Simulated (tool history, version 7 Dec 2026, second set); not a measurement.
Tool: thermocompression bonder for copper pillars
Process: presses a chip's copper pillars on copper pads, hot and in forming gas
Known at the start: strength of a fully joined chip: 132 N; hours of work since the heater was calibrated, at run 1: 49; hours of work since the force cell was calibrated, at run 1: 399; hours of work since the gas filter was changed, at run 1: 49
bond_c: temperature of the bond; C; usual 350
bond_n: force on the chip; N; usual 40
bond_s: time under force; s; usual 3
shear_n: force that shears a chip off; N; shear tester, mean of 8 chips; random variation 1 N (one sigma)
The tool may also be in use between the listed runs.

run    hour  bond_c  bond_n  bond_s  hours of work since the heater was calibrated  hours of work since the force cell was calibrated  hours of work since the gas filter was changed  shear_n
  1     0.0     350      40       3                                             49                                                399                                              49     87.7
  2    27.1     350      40       3                                             68                                                418                                              68     87.8
  3    63.0     350      40       3                                             93                                                443                                              93     86.3
  4    96.9     350      52       3                                            116                                                466                                             116    102.7
  5   140.0     350      52       3                                            146                                                496                                             146    101.1
  6   199.7     350      52       3                                            187                                                537                                             187     99.5
  7   252.7     350      40       3                                            224                                                574                                             224     81.9
  8   284.8     350      47       3                                            246                                                596                                             246     91.6
  9   334.8     350      47       3                                            280                                                630                                             280     89.3
 10   371.8     350      47       3                                            306                                                656                                             306     89.6
 11   412.0     350      47       3                                            333                                                683                                             333     87.3
 12   445.3     350      40       3                                            356                                                706                                             356     76.3
 13   509.0     350      40       3                                            400                                                750                                             400     75.4
 14   557.6     350      40       3                                            434                                                784                                             434     74.0
      602.4  -- forming gas filter changed
 15   610.0     350      40       2                                            469                                                819                                               5     75.0
 16   669.3     350      31       3                                            510                                                860                                              46     65.7
 17   722.5     350      31       3                                            547                                                897                                              83     63.3
 18   779.9     350      31       3                                            587                                                937                                             122     61.1
 19   819.7     350      31       3                                            614                                                964                                             150     59.6
 20   877.7     321      30       2                                            654                                               1004                                             190     37.8
      893.2  -- force cell calibrated
 21   925.1     350      58       5                                            686                                                 22                                             221    105.3
 22   990.7     374      58       3                                            731                                                 67                                             267    104.8
 23  1038.2     374      58       3                                            764                                                100                                             299    105.2
     1075.9  -- heater calibrated with a thermocouple chip
 24  1101.5     329      38       3                                             18                                                142                                             341     63.4
 25  1167.1     329      38       3                                             63                                                187                                             387     63.1
 26  1208.6     352      40       3                                             91                                                216                                             415     77.0
     1253.2  -- force cell calibrated, once more
 27  1273.7     328      40       4                                            135                                                 14                                             459     74.4
     1279.7  -- forming gas filter changed
 28  1332.1     328      40       4                                            175                                                 54                                              36     83.4
 29  1379.1     356      25       4                                            208                                                 86                                              68     65.9
 30  1409.9     356      25       4                                            229                                                108                                              90     66.0
 31  1462.9     356      25       4                                            265                                                144                                             126     65.3
 32  1518.2     350      40       7                                            303                                                182                                             164    103.0
 33  1579.2     363      40       2                                            345                                                224                                             206     78.5
 34  1638.3     363      40       2                                            386                                                265                                             247     79.4
 35  1691.5     350      40       2                                            423                                                302                                             284     71.1
 36  1725.0     350      40       2                                            446                                                325                                             307     69.7
 37  1785.7     350      27       5                                            488                                                367                                             349     63.9
 38  1838.4     350      27       5                                            524                                                403                                             385     64.0

3 ways to go on from here, each from the tool as it stands after run 38. What would each give?
  A  1875.5     350      27       5                                            550                                                429                                             411        ?
  B  1875.5     350      56       3                                            550                                                429                                             411        ?
  C  1875.5     334      48       4                                            550                                                429                                             411        ?

run  shear_n
  A     62.7
  B     96.4
  C     85.4
Without the tool's hidden state the same runs would have given:
run  shear_n
  A     77.3
  B    113.4
  C    102.6
